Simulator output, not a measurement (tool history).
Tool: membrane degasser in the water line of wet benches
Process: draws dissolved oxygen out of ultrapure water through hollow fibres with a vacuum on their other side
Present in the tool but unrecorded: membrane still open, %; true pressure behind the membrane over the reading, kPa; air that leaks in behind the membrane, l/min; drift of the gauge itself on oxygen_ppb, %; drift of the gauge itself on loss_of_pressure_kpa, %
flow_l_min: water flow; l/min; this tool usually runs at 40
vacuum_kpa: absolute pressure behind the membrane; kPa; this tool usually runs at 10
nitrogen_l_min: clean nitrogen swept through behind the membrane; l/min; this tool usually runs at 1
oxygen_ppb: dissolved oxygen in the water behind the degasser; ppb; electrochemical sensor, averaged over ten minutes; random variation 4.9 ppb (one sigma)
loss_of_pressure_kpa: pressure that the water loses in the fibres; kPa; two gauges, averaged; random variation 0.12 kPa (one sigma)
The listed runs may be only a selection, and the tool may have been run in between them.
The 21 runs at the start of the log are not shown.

| run | day | flow_l_min | vacuum_kpa | nitrogen_l_min | hours since the membrane was changed | hours since the vacuum gauge was calibrated | hours since the vacuum lines were made tight | oxygen_ppb | loss_of_pressure_kpa |
|---|---|---|---|---|---|---|---|---|---|
| 22 | 240.904 | 47 | 6.7 | 0.75 | 1459 | 1139 | 956 | 786.5 | 35.43 |
| 23 | 249.475 | 40 | 16.2 | 1 | 1665 | 1345 | 1161 | 1195 | 30.53 |
| 24 | 261.288 | 43 | 10.5 | 2.6 | 1948 | 1629 | 1445 | 613.4 | 32.37 |
| 25 | 267.667 | 43 | 10.5 | 2.6 | 2102 | 1782 | 1598 | 616.1 | 32.53 |
| 26 | 276.592 | 38 | 12.1 | 2.6 | 2316 | 1996 | 1812 | 560.5 | 28.85 |
| 27 | 285.888 | 45 | 8.8 | 2.6 | 2539 | 2219 | 2035 | 606.8 | 34.38 |
| 28 | 297.567 | 45 | 8.8 | 2.6 | 2819 | 2499 | 2315 | 614.4 | 34.32 |
| 29 | 307.5 | 32 | 17.2 | 1.09 | 3057 | 2738 | 2554 | 982.6 | 24.29 |
| 30 | 315.288 | 38 | 17.2 | 1.09 | 3244 | 2925 | 2741 | 1167.9 | 29.05 |
| 31 | 328.233 | 48 | 10 | 1 | 3555 | 3235 | 3051 | 1019 | 36.6 |

3 ways to go on from here, each from the tool as it stands after run 31. What would each give?
| A | 334.933 | 48 | 6 | 1 | 3716 | 3396 | 3212 | ? | ? |
| B | 334.933 | 63 | 10 | 1 | 3716 | 3396 | 3212 | ? | ? |
| C | 334.933 | 44 | 8.4 | 2.34 | 3716 | 3396 | 3212 | ? | ? |

| run | oxygen_ppb | loss_of_pressure_kpa |
|---|---|---|
| A | 728.7 | 36.7 |
| B | 1401.5 | 48.49 |
| C | 609.3 | 33.89 |
Take away the tool's hidden state, keep each run's random variation, and the runs would have read:
| run | oxygen_ppb | loss_of_pressure_kpa |
|---|---|---|
| A | 654.2 | 35.52 |
| B | 1316 | 46.94 |
| C | 556.4 | 32.81 |

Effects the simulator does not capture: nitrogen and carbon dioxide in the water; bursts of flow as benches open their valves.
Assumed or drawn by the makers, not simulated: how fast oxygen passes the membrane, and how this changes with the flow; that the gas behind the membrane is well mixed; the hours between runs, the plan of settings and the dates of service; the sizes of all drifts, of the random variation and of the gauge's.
